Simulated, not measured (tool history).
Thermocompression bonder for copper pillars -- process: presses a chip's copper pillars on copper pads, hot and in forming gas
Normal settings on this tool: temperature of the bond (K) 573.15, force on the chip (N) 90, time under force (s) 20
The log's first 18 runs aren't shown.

run	day	temperature of the bond (K)	force on the chip (N)	time under force (s)	force that shears a chip off (N)
19	45.292	573.15	90	20	106.0
20	48.542	573.15	90	20	105.6
21	50.538	573.15	90	31	117.7
22	53.767	573.15	97	17	103.8
23	56.683	592.15	101	11	110.9
24	59.271	591.15	90	12	108.3
25	61.992	564.15	90	31	107.9
# day 62.771: forming gas filter changed
26	64.233	564.15	90	31	108.3
# day 67.492: force cell calibrated
27	67.612	564.15	90	31	107.9
28	69.567	564.15	90	56	123.2
29	73.008	579.15	63	20	97.6
30	74.608	602.15	87	12	115.7
31	78.000	602.15	113	12	123.8
32	80.321	573.15	90	27	112.2
33	83.779	591.15	98	20	122.8
34	87.192	591.15	98	20	122.7
35	89.412	594.15	67	20	112.7
# day 90.462: heater calibrated with a thermocouple chip
36	92.342	545.15	90	20	74.4
37	95.325	583.15	112	20	119.2
# day 97.412: forming gas filter changed
38	97.458	583.15	112	23	123.2
39	99.017	583.15	135	19	124.6

Consider 3 possible next runs. They are alternatives, not a sequence: every one starts from the tool as it was left by run 39. What does each give?
A	100.483	573.15	73	20	?
B	100.483	598.15	84	32	?
C	100.483	573.15	63	20	?

run	force that shears a chip off (N)
A	95.5
B	132.6
C	90.2
Take away the tool's hidden state, keep each run's random variation, and the runs would have read:
run	force that shears a chip off (N)
A	98.6
B	137.0
C	93.2
